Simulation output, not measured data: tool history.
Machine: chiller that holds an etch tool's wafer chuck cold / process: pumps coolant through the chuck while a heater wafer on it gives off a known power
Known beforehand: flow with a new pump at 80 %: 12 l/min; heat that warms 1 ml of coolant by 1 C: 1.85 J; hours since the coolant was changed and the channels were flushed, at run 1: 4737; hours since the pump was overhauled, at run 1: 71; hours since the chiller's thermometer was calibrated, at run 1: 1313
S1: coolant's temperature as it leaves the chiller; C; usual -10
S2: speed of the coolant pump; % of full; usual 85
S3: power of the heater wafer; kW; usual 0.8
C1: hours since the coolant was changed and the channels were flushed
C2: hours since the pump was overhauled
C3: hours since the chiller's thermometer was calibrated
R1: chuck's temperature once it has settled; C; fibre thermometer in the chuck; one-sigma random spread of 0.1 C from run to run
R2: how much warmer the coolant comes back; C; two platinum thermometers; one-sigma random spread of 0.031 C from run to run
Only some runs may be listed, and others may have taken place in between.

run	hour	S1	S2	S3	C1	C2	C3	R1	R2
1	0	-10	85	0.8	4737	71	1313	0.2	2.03
2	36.3	-10	85	0.8	4773	107	1349	0.2	2
3	58.9	-10	85	0.8	4796	130	1372	0.2	1.96
4	91.7	-10	85	0.8	4829	162	1405	0	1.98
5	113.2	-10	85	0.8	4850	184	1426	0.1	2.05
6	140.3	-10	85	0.8	4877	211	1453	0.1	2.01
7	175.4	-10	85	0.8	4913	246	1489	0.3	2.01
8	196.7	-10	85	0.8	4934	267	1510	0.2	2
9	225.2	-10	85	0.8	4962	296	1538	0.2	2.02
10	255.8	-10	85	0.8	4993	327	1569	0.2	2.03
11	290.9	-10	85	0.8	5028	362	1604	0.2	2.04
12	319.8	-2	85	0.41	5057	391	1633	3.3	1.07
13	343.9	-2	85	0.41	5081	415	1657	3.3	1.03
14	380.6	-2	96	0.8	5118	451	1694	7.6	1.79
15	403.1	-8	79	0.8	5140	474	1716	2.7	2.16
16	427.7	-8	79	0.8	5165	498	1741	2.8	2.17
17	459.9	-15	87	0.8	5197	531	1773	-5	1.98
18	498.2	-10	97	0.429	5235	569	1811	-5.2	1.02

Below are 4 alternative next runs, each starting from the tool's condition after run 18. Predict each:
A	529.4	-8	99	0.742	5267	600	1843	?	?
B	529.4	-10	78	0.57	5267	600	1843	?	?
C	529.4	-9	96	0.429	5267	600	1843	?	?
D	529.4	-19	85	1.158	5267	600	1843	?	?

run	R1	R2
A	0.5	1.69
B	-2.1	1.54
C	-4	0.94
D	-4.1	2.89
Had the tool no hidden state, the same runs would have come out as:
run	R1	R2
A	-0.6	1.69
B	-3.1	1.54
C	-4.7	0.94
D	-6.1	2.89
